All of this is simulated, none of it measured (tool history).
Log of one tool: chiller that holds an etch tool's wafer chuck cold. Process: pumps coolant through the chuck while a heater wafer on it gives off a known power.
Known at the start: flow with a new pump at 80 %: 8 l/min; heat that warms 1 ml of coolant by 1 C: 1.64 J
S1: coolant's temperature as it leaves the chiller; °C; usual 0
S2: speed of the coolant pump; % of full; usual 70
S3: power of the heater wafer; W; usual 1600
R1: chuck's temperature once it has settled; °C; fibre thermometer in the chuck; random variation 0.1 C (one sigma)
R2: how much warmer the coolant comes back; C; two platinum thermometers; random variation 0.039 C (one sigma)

{"run": 1, "hour": 0.0, "S1": 0, "S2": 70, "S3": 1600, "R1": 22.3, "R2": 8.57}
{"run": 2, "hour": 49.2, "S1": 0, "S2": 70, "S3": 1600, "R1": 22.5, "R2": 8.67}
{"run": 3, "hour": 98.0, "S1": 0, "S2": 70, "S3": 1600, "R1": 22.5, "R2": 8.67}
{"run": 4, "hour": 145.5, "S1": 0, "S2": 70, "S3": 1600, "R1": 22.5, "R2": 8.73}
{"run": 5, "hour": 170.9, "S1": 0, "S2": 70, "S3": 1600, "R1": 22.5, "R2": 8.66}
{"run": 6, "hour": 204.1, "S1": 0, "S2": 70, "S3": 1600, "R1": 22.8, "R2": 8.72}
{"run": 7, "hour": 230.1, "S1": -7, "S2": 70, "S3": 1600, "R1": 15.6, "R2": 8.73}
{"run": 8, "hour": 289.6, "S1": -1, "S2": 70, "S3": 1600, "R1": 21.7, "R2": 8.73}
{"run": 9, "hour": 319.4, "S1": -1, "S2": 70, "S3": 1600, "R1": 21.8, "R2": 8.77}
{"run": 10, "hour": 367.5, "S1": -1, "S2": 70, "S3": 1600, "R1": 22, "R2": 8.75}
{"run": 11, "hour": 419.1, "S1": -1, "S2": 70, "S3": 1600, "R1": 22, "R2": 8.77}
{"run": 12, "hour": 462.3, "S1": -1, "S2": 70, "S3": 1600, "R1": 22.3, "R2": 8.79}
{"run": 13, "hour": 489.6, "S1": -1, "S2": 70, "S3": 1600, "R1": 22.2, "R2": 8.78}
{"run": 14, "hour": 527.5, "S1": -1, "S2": 70, "S3": 1600, "R1": 22.1, "R2": 8.84}
{"run": 15, "hour": 587.7, "S1": -1, "S2": 70, "S3": 1600, "R1": 22.4, "R2": 8.91}
{"run": 16, "hour": 620.3, "S1": -1, "S2": 70, "S3": 1600, "R1": 22.6, "R2": 8.92}
{"run": 17, "hour": 679.4, "S1": 7, "S2": 99, "S3": 1600, "R1": 25, "R2": 6.14}
{"run": 18, "hour": 734.1, "S1": 8, "S2": 70, "S3": 876, "R1": 21.4, "R2": 4.88}
{"run": 19, "hour": 795.1, "S1": 4, "S2": 60, "S3": 1378, "R1": 27, "R2": 9.07}
{"run": 20, "hour": 853.9, "S1": 4, "S2": 60, "S3": 1378, "R1": 27.2, "R2": 9.08}
{"run": 21, "hour": 890.8, "S1": 0, "S2": 70, "S3": 1600, "R1": 23.8, "R2": 9.04}
{"run": 22, "hour": 940.9, "S1": 0, "S2": 70, "S3": 1600, "R1": 24, "R2": 9.04}
{"run": 23, "hour": 999.6, "S1": -7, "S2": 85, "S3": 885, "R1": 4.8, "R2": 4.1}
{"run": 24, "hour": 1036.8, "S1": -6, "S2": 85, "S3": 2014, "R1": 19.9, "R2": 9.16}
{"run": 25, "hour": 1082.3, "S1": 6, "S2": 85, "S3": 2014, "R1": 32.1, "R2": 9.28}
{"run": 26, "hour": 1119.8, "S1": 6, "S2": 85, "S3": 2014, "R1": 32.3, "R2": 9.29}
{"run": 27, "hour": 1150.7, "S1": 7, "S2": 62, "S3": 1193, "R1": 27.3, "R2": 7.69}
{"run": 28, "hour": 1177.9, "S1": 7, "S2": 66, "S3": 881, "R1": 21.4, "R2": 5.28}
{"run": 29, "hour": 1223.7, "S1": 7, "S2": 66, "S3": 881, "R1": 21.4, "R2": 5.37}
{"run": 30, "hour": 1271.9, "S1": 7, "S2": 66, "S3": 881, "R1": 21.6, "R2": 5.36}
{"run": 31, "hour": 1322.5, "S1": 7, "S2": 66, "S3": 881, "R1": 21.6, "R2": 5.32}

The same runs without the tool's hidden state, with the same run-to-run variation:
The hidden state here: heat passed by the chuck's channels, % of clean ones'; flow at a given pump speed, % of a new pump's; coolant's true temperature over the reading, C; drift of the gauge itself on chuck_c, C; drift of the gauge itself on warmer_back_c, C.
run=1 R1=19 R2=8.34
run=2 R1=19.1 R2=8.42
run=3 R1=19 R2=8.41
run=4 R1=18.9 R2=8.45
run=5 R1=18.8 R2=8.37
run=6 R1=19.1 R2=8.42
run=7 R1=11.9 R2=8.42
run=8 R1=17.9 R2=8.4
run=9 R1=17.9 R2=8.43
run=10 R1=18.1 R2=8.4
run=11 R1=18 R2=8.4
run=12 R1=18.1 R2=8.41
run=13 R1=18 R2=8.38
run=14 R1=17.8 R2=8.43
run=15 R1=18 R2=8.48
run=16 R1=18.2 R2=8.47
run=17 R1=21.3 R2=5.82
run=18 R1=18.5 R2=4.62
run=19 R1=22.4 R2=8.56
run=20 R1=22.5 R2=8.55
run=21 R1=18.8 R2=8.5
run=22 R1=18.9 R2=8.48
run=23 R1=1.9 R2=3.84
run=24 R1=14.3 R2=8.56
run=25 R1=26.4 R2=8.66
run=26 R1=26.5 R2=8.65
run=27 R1=22.7 R2=7.15
run=28 R1=17.9 R2=4.91
run=29 R1=17.9 R2=4.98
run=30 R1=18 R2=4.96
run=31 R1=17.9 R2=4.92
